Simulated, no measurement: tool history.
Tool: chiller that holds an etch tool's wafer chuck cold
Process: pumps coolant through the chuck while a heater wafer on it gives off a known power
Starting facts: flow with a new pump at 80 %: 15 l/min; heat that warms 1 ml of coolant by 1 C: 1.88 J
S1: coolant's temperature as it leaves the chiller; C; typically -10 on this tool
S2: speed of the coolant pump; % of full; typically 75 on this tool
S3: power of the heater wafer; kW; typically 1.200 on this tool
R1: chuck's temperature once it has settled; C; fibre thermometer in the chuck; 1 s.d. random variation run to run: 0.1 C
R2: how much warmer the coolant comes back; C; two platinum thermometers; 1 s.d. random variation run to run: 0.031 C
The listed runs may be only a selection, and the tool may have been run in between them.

{"run": 1, "hour": 0.0, "S1": -10, "S2": 75, "S3": 1.2, "R1": 0.3, "R2": 2.91}
{"run": 2, "hour": 77.2, "S1": -10, "S2": 75, "S3": 1.2, "R1": 0.4, "R2": 2.95}
{"run": 3, "hour": 158.5, "S1": -10, "S2": 75, "S3": 1.2, "R1": 0.7, "R2": 2.92}
{"run": 4, "hour": 202.9, "S1": -10, "S2": 75, "S3": 1.2, "R1": 0.6, "R2": 2.92}
{"run": 5, "hour": 268.0, "S1": -10, "S2": 75, "S3": 0.702, "R1": -3.6, "R2": 1.74}
{"hour": 294.6, "done": "coolant changed, channels flushed"}
{"run": 6, "hour": 350.7, "S1": -10, "S2": 75, "S3": 0.702, "R1": -4.7, "R2": 1.7}
{"run": 7, "hour": 408.1, "S1": -10, "S2": 75, "S3": 0.702, "R1": -4.8, "R2": 1.73}
{"run": 8, "hour": 482.5, "S1": -10, "S2": 75, "S3": 1.2, "R1": -1.1, "R2": 2.97}
{"run": 9, "hour": 556.6, "S1": -10, "S2": 75, "S3": 1.2, "R1": -0.9, "R2": 2.97}
{"run": 10, "hour": 606.9, "S1": -10, "S2": 75, "S3": 1.2, "R1": -0.9, "R2": 2.95}
{"run": 11, "hour": 667.9, "S1": -10, "S2": 75, "S3": 1.2, "R1": -0.6, "R2": 2.97}
{"run": 12, "hour": 713.8, "S1": -10, "S2": 75, "S3": 1.2, "R1": -0.7, "R2": 2.96}
{"hour": 758.0, "done": "chiller's thermometer calibrated"}
{"run": 13, "hour": 773.0, "S1": -10, "S2": 75, "S3": 1.2, "R1": -0.9, "R2": 2.99}
{"run": 14, "hour": 844.7, "S1": -10, "S2": 75, "S3": 1.2, "R1": -1.1, "R2": 2.99}
{"run": 15, "hour": 922.9, "S1": -10, "S2": 75, "S3": 0.748, "R1": -4.5, "R2": 1.85}
{"run": 16, "hour": 984.2, "S1": -13, "S2": 75, "S3": 0.748, "R1": -7.3, "R2": 1.86}
{"run": 17, "hour": 1059.0, "S1": -3, "S2": 88, "S3": 1.707, "R1": 8.8, "R2": 3.65}

For run 18, what comes out?
{"run": 18, "hour": 1142.9, "S1": -3, "S2": 72, "S3": 1.112, "R1": "?", "R2": "?"}

R1: 6.0 C
R2: 2.89 C
With the hidden condition absent and the run-to-run variation left alone, this run would have shown R1 4.8 C, R2 2.58 C.
